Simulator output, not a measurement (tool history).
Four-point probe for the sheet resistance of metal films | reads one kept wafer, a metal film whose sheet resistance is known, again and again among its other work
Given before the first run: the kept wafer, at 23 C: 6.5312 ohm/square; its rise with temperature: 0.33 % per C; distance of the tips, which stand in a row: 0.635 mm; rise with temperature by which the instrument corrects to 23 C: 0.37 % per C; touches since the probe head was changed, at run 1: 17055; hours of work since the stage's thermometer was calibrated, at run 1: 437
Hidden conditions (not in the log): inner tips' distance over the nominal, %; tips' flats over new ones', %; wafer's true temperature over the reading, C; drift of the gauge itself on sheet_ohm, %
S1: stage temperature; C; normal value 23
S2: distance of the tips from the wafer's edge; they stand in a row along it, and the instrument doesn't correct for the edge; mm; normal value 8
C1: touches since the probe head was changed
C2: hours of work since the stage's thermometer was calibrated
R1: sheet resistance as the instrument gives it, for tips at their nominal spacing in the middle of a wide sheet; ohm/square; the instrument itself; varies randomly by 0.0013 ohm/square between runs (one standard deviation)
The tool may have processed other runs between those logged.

run,hour,S1,S2,C1,C2,R1
1,0.0,23,8,17055,437,6.560011
2,24.7,23,8,17711,455,6.560718
3,43.0,23,8,18199,469,6.557676
4,67.2,23,8,18842,487,6.559266
5,94.0,23,5,19554,507,6.594444
6,112.8,19,15,20055,521,6.554462
7,125.6,19,15,20395,530,6.555621
8,146.4,28,8,20949,545,6.546707
9,158.8,28,8,21279,555,6.544814

Run 10 is up next; what results do you expect?
10,183.4,28,8,21932,573,?

Run 10 measured R1 6.547351 ohm/square.
With no hidden state in the tool, this same run would have given R1 6.541919 ohm/square.
